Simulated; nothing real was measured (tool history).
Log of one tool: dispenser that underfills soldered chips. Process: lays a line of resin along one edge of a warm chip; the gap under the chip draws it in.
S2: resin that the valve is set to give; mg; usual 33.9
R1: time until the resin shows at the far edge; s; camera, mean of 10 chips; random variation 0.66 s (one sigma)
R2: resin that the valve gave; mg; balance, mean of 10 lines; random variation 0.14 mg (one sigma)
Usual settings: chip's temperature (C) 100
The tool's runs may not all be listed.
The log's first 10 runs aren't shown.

Run 11, hour 57.9: usual settings. Result: R1 88.0 s, R2 33.51 mg.
Run 12, hour 61.7: usual settings but chip's temperature (C) 85. Result: R1 180.0 s, R2 34.01 mg.
At hour 64.4: new syringe of resin.
Run 13, hour 67.9: usual settings but chip's temperature (C) 87. Result: R1 104.6 s, R2 33.72 mg.
Run 14, hour 73.8: usual settings but S2 34.0 mg. Result: R1 84.5 s, R2 33.61 mg.
Run 15, hour 79.1: usual settings but S2 31.6 mg. Result: R1 105.8 s, R2 31.38 mg.
At hour 81.3: new syringe of resin.
Run 16, hour 86.5: usual settings but S2 31.6 mg. Result: R1 69.9 s, R2 30.96 mg.
Run 17, hour 90.6: usual settings but S2 33.5 mg. Result: R1 81.1 s, R2 33.05 mg.
Run 18, hour 95.9: usual settings but chip's temperature (C) 111, S2 29.1 mg. Result: R1 70.5 s, R2 28.57 mg.
At hour 98.6: new syringe of resin.
Run 19, hour 100.3: usual settings but chip's temperature (C) 101, S2 43.3 mg. Result: R1 56.2 s, R2 42.46 mg.
Run 20, hour 104.2: usual settings but chip's temperature (C) 95. Result: R1 82.6 s, R2 33.37 mg.
Run 21, hour 109.4: usual settings but chip's temperature (C) 95. Result: R1 105.5 s, R2 33.11 mg.
Run 22, hour 112.5: usual settings but chip's temperature (C) 102, S2 30.2 mg. Result: R1 94.5 s, R2 29.73 mg.
At hour 115.7: new syringe of resin.
Run 23, hour 116.7: usual settings but chip's temperature (C) 102, S2 41.6 mg. Result: R1 53.6 s, R2 40.72 mg.
Run 24, hour 120.5: usual settings but chip's temperature (C) 102, S2 41.6 mg. Result: R1 61.2 s, R2 40.74 mg.
Run 25, hour 127.9: usual settings but chip's temperature (C) 96, S2 31.6 mg. Result: R1 110.2 s, R2 30.92 mg.
At hour 132.5: new syringe of resin.
Run 26, hour 134.8: usual settings but chip's temperature (C) 96, S2 31.6 mg. Result: R1 71.3 s, R2 30.83 mg.
Run 27, hour 140.1: usual settings but chip's temperature (C) 108, S2 30.7 mg. Result: R1 59.5 s, R2 29.83 mg.
Run 28, hour 147.2: usual settings but chip's temperature (C) 108, S2 30.7 mg. Result: R1 81.0 s, R2 29.68 mg.
At hour 149.5: new syringe of resin.
Run 29, hour 151.8: usual settings but chip's temperature (C) 108, S2 43.2 mg. Result: R1 46.0 s, R2 41.78 mg.
Run 30, hour 155.1: usual settings but chip's temperature (C) 108, S2 43.2 mg. Result: R1 51.7 s, R2 41.78 mg.
Run 31, hour 159.7: usual settings but chip's temperature (C) 89, S2 35.7 mg. Result: R1 127.6 s, R2 34.82 mg.
Run 32, hour 163.7: usual settings but chip's temperature (C) 102, S2 40.2 mg. Result: R1 90.1 s, R2 38.58 mg.
At hour 166.3: new syringe of resin.
Run 33, hour 169.0: usual settings but chip's temperature (C) 102, S2 40.2 mg. Result: R1 57.3 s, R2 38.45 mg.
Run 34, hour 175.2: usual settings but chip's temperature (C) 85, S2 42.9 mg. Result: R1 140.0 s, R2 41.38 mg.

Forecast each of these 3 alternatives for the next run:
Run A, hour 180.8: usual settings but chip's temperature (C) 105, S2 40.7 mg. Result: R1 ?, R2 ?.
Run B, hour 180.8: usual settings but chip's temperature (C) 91, S2 29.3 mg. Result: R1 ?, R2 ?.
Run C, hour 180.8: usual settings but S2 41.7 mg. Result: R1 ?, R2 ?.

run     R1     R2
  A   84.7  38.83
  B  147.7  27.94
  C   99.6  40.17
Without the tool's hidden state the same runs would have given:
run    R1     R2
  A  48.5  40.49
  B  84.4  29.14
  C  57.2  41.88
